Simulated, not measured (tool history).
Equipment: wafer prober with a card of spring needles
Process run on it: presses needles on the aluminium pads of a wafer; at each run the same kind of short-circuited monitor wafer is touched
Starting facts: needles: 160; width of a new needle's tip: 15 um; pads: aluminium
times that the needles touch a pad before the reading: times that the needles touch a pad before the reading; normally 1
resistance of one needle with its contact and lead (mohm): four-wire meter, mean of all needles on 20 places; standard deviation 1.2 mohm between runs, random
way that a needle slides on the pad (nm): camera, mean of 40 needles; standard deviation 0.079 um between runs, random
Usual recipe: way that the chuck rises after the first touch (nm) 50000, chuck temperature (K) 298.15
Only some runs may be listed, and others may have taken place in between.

run,hour,way that the chuck rises after the first touch (nm),chuck temperature (K),times that the needles touch a pad before the reading,resistance of one needle with its contact and lead (mohm),way that a needle slides on the pad (nm)
1,0.0,50000,298.15,1,103,12250
# hour 3.3: tips cleaned on abrasive film
# hour 7.5: tips cleaned on abrasive film
# hour 10.8: tips cleaned on abrasive film
# hour 14.2: tips cleaned on abrasive film
# hour 18.3: tips cleaned on abrasive film
# hour 21.6: tips cleaned on abrasive film
# hour 25.8: tips cleaned on abrasive film
# hour 29.9: tips cleaned on abrasive film
# hour 34.1: tips cleaned on abrasive film
# hour 37.4: tips cleaned on abrasive film
# hour 41.5: tips cleaned on abrasive film
2,44.1,50000,298.15,3,105,12140
# hour 45.0: tips cleaned on abrasive film
# hour 48.3: tips cleaned on abrasive film
# hour 51.7: tips cleaned on abrasive film
# hour 55.0: tips cleaned on abrasive film
# hour 59.1: tips cleaned on abrasive film
# hour 63.3: tips cleaned on abrasive film
# hour 67.4: tips cleaned on abrasive film
# hour 71.6: tips cleaned on abrasive film
3,73.2,50000,298.15,3,105,11990
# hour 75.0: tips cleaned on abrasive film
# hour 78.3: tips cleaned on abrasive film
# hour 81.6: tips cleaned on abrasive film
# hour 85.0: tips cleaned on abrasive film
# hour 89.1: tips cleaned on abrasive film
# hour 92.4: tips cleaned on abrasive film
4,94.7,50000,298.15,3,106,11900
# hour 96.4: tips cleaned on abrasive film
# hour 100.6: tips cleaned on abrasive film
# hour 104.7: tips cleaned on abrasive film
# hour 106.6: height of the first contact set anew
# hour 109.2: tips cleaned on abrasive film
# hour 113.3: tips cleaned on abrasive film
# hour 116.6: tips cleaned on abrasive film
# hour 120.0: tips cleaned on abrasive film
5,120.7,50000,335.15,1,113,11460
# hour 124.0: tips cleaned on abrasive film
# hour 127.3: tips cleaned on abrasive film
# hour 130.7: tips cleaned on abrasive film
# hour 134.0: tips cleaned on abrasive film
# hour 138.1: tips cleaned on abrasive film
# hour 141.5: tips cleaned on abrasive film
# hour 144.8: tips cleaned on abrasive film
6,146.7,50000,335.15,1,112,11240
# hour 148.4: tips cleaned on abrasive film
# hour 152.5: tips cleaned on abrasive film
# hour 156.7: tips cleaned on abrasive film
# hour 160.0: tips cleaned on abrasive film
# hour 172.0: card fitted with new needles
# hour 176.2: tips cleaned on abrasive film
# hour 180.3: tips cleaned on abrasive film
# hour 184.5: tips cleaned on abrasive film
# hour 187.8: tips cleaned on abrasive film
# hour 191.9: tips cleaned on abrasive film
# hour 195.3: tips cleaned on abrasive film
7,195.3,50000,298.15,3,100,12740
# hour 198.6: tips cleaned on abrasive film
# hour 202.0: tips cleaned on abrasive film
# hour 206.1: tips cleaned on abrasive film
# hour 210.3: tips cleaned on abrasive film
# hour 214.4: tips cleaned on abrasive film
# hour 217.7: tips cleaned on abrasive film
8,217.9,50000,298.15,3,101,12530
# hour 221.2: tips cleaned on abrasive film
# hour 225.4: tips cleaned on abrasive film
# hour 228.7: tips cleaned on abrasive film
# hour 232.9: tips cleaned on abrasive film
# hour 237.0: tips cleaned on abrasive film
# hour 241.2: tips cleaned on abrasive film
# hour 245.3: tips cleaned on abrasive film
# hour 248.6: tips cleaned on abrasive film
# hour 253.0: height of the first contact set anew, once more
# hour 253.1: tips cleaned on abrasive film
9,256.0,50000,298.15,3,103,12690
# hour 256.9: tips cleaned on abrasive film
# hour 261.1: tips cleaned on abrasive film
# hour 265.2: tips cleaned on abrasive film
# hour 268.5: tips cleaned on abrasive film
# hour 271.9: tips cleaned on abrasive film
# hour 276.0: tips cleaned on abrasive film
# hour 280.2: tips cleaned on abrasive film
# hour 284.3: tips cleaned on abrasive film
# hour 287.6: tips cleaned on abrasive film
# hour 291.8: tips cleaned on abrasive film
# hour 295.1: tips cleaned on abrasive film
# hour 298.5: tips cleaned on abrasive film
10,299.6,50000,298.15,3,102,12570
# hour 302.1: tips cleaned on abrasive film
# hour 306.3: tips cleaned on abrasive film
# hour 309.6: tips cleaned on abrasive film
# hour 313.0: tips cleaned on abrasive film
# hour 317.1: tips cleaned on abrasive film
# hour 320.4: tips cleaned on abrasive film
# hour 324.6: tips cleaned on abrasive film
# hour 327.9: tips cleaned on abrasive film
# hour 332.1: tips cleaned on abrasive film
# hour 335.4: tips cleaned on abrasive film
# hour 338.7: tips cleaned on abrasive film
# hour 342.9: tips cleaned on abrasive film
11,345.3,50000,298.15,3,102,12300
# hour 347.0: tips cleaned on abrasive film
# hour 351.1: tips cleaned on abrasive film
# hour 355.3: tips cleaned on abrasive film
# hour 359.4: tips cleaned on abrasive film
# hour 362.8: tips cleaned on abrasive film
# hour 366.9: tips cleaned on abrasive film
# hour 370.2: tips cleaned on abrasive film
12,372.7,50000,298.15,3,102,12140
# hour 373.6: tips cleaned on abrasive film
# hour 377.8: tips cleaned on abrasive film
# hour 381.1: tips cleaned on abrasive film
# hour 385.3: tips cleaned on abrasive film
# hour 389.4: tips cleaned on abrasive film
# hour 393.5: tips cleaned on abrasive film
13,394.5,37000,298.15,3,106,8800
# hour 397.0: tips cleaned on abrasive film
# hour 400.4: tips cleaned on abrasive film
# hour 404.5: tips cleaned on abrasive film
# hour 408.7: tips cleaned on abrasive film
# hour 412.8: tips cleaned on abrasive film
# hour 416.9: tips cleaned on abrasive film
# hour 421.1: tips cleaned on abrasive film
# hour 425.2: tips cleaned on abrasive film
# hour 428.6: tips cleaned on abrasive film
# hour 431.9: tips cleaned on abrasive film
# hour 435.6: tips cleaned on abrasive film
14,435.6,37000,298.15,3,104,8500
# hour 439.7: tips cleaned on abrasive film
# hour 443.0: tips cleaned on abrasive film
# hour 447.2: tips cleaned on abrasive film
# hour 450.5: tips cleaned on abrasive film
# hour 453.3: height of the first contact set anew
# hour 454.2: tips cleaned on abrasive film
# hour 458.3: tips cleaned on abrasive film
# hour 461.6: tips cleaned on abrasive film
15,462.6,42000,332.15,2,108,10660
# hour 465.2: tips cleaned on abrasive film
# hour 469.3: tips cleaned on abrasive film
# hour 473.5: tips cleaned on abrasive film
# hour 477.6: tips cleaned on abrasive film
# hour 481.7: tips cleaned on abrasive film
# hour 485.1: tips cleaned on abrasive film
# hour 489.2: tips cleaned on abrasive film
16,492.3,42000,332.15,2,112,10500
# hour 493.2: tips cleaned on abrasive film
# hour 496.5: tips cleaned on abrasive film
# hour 499.8: tips cleaned on abrasive film
# hour 504.0: tips cleaned on abrasive film
# hour 507.3: tips cleaned on abrasive film
# hour 510.7: tips cleaned on abrasive film
# hour 514.8: tips cleaned on abrasive film
# hour 519.0: tips cleaned on abrasive film
# hour 523.1: tips cleaned on abrasive film
# hour 527.2: tips cleaned on abrasive film
# hour 531.4: tips cleaned on abrasive film
17,533.4,42000,340.15,1,114,10210
# hour 535.1: tips cleaned on abrasive film
# hour 538.4: tips cleaned on abrasive film
# hour 542.6: tips cleaned on abrasive film
# hour 545.9: tips cleaned on abrasive film
# hour 550.1: tips cleaned on abrasive film
# hour 553.4: tips cleaned on abrasive film
# hour 556.7: tips cleaned on abrasive film
# hour 560.9: tips cleaned on abrasive film
# hour 565.0: tips cleaned on abrasive film
18,565.2,41000,324.15,2,104,9880
# hour 568.6: tips cleaned on abrasive film
# hour 572.7: tips cleaned on abrasive film
# hour 576.8: tips cleaned on abrasive film
# hour 581.0: tips cleaned on abrasive film
# hour 585.1: tips cleaned on abrasive film
# hour 588.5: tips cleaned on abrasive film
# hour 592.6: tips cleaned on abrasive film
19,593.2,47000,315.15,2,105,11250
# hour 596.5: tips cleaned on abrasive film
# hour 600.7: tips cleaned on abrasive film
# hour 604.0: tips cleaned on abrasive film
# hour 608.1: tips cleaned on abrasive film
# hour 611.5: tips cleaned on abrasive film
# hour 615.6: tips cleaned on abrasive film
# hour 619.8: tips cleaned on abrasive film
# hour 623.9: tips cleaned on abrasive film
# hour 627.2: tips cleaned on abrasive film
# hour 631.4: tips cleaned on abrasive film
# hour 634.7: tips cleaned on abrasive film
20,634.8,47000,315.15,2,104,11090

3 ways to go on from here, each from the tool as it stands after run 20. What would each give?
# hour 638.2: tips cleaned on abrasive film
# hour 641.5: tips cleaned on abrasive film
# hour 645.6: tips cleaned on abrasive film
# hour 649.8: tips cleaned on abrasive film
# hour 653.3: height of the first contact set anew
# hour 654.2: tips cleaned on abrasive film
# hour 658.4: tips cleaned on abrasive film
# hour 662.5: tips cleaned on abrasive film
# hour 665.9: tips cleaned on abrasive film
# hour 670.0: tips cleaned on abrasive film
# hour 673.3: tips cleaned on abrasive film
A,675.3,44000,298.15,1,?,?
# hour 638.2: tips cleaned on abrasive film
# hour 641.5: tips cleaned on abrasive film
# hour 645.6: tips cleaned on abrasive film
# hour 649.8: tips cleaned on abrasive film
# hour 653.3: height of the first contact set anew
# hour 654.2: tips cleaned on abrasive film
# hour 658.4: tips cleaned on abrasive film
# hour 662.5: tips cleaned on abrasive film
# hour 665.9: tips cleaned on abrasive film
# hour 670.0: tips cleaned on abrasive film
# hour 673.3: tips cleaned on abrasive film
B,675.3,47000,301.15,1,?,?
# hour 638.2: tips cleaned on abrasive film
# hour 641.5: tips cleaned on abrasive film
# hour 645.6: tips cleaned on abrasive film
# hour 649.8: tips cleaned on abrasive film
# hour 653.3: height of the first contact set anew
# hour 654.2: tips cleaned on abrasive film
# hour 658.4: tips cleaned on abrasive film
# hour 662.5: tips cleaned on abrasive film
# hour 665.9: tips cleaned on abrasive film
# hour 670.0: tips cleaned on abrasive film
# hour 673.3: tips cleaned on abrasive film
C,675.3,35000,376.15,2,?,?

run,resistance of one needle with its contact and lead (mohm),way that a needle slides on the pad (nm)
A,107,11170
B,108,11800
C,119,8780
Had the tool no hidden state, the same runs would have come out as:
run,resistance of one needle with its contact and lead (mohm),way that a needle slides on the pad (nm)
A,100,11290
B,101,11920
C,112,8890

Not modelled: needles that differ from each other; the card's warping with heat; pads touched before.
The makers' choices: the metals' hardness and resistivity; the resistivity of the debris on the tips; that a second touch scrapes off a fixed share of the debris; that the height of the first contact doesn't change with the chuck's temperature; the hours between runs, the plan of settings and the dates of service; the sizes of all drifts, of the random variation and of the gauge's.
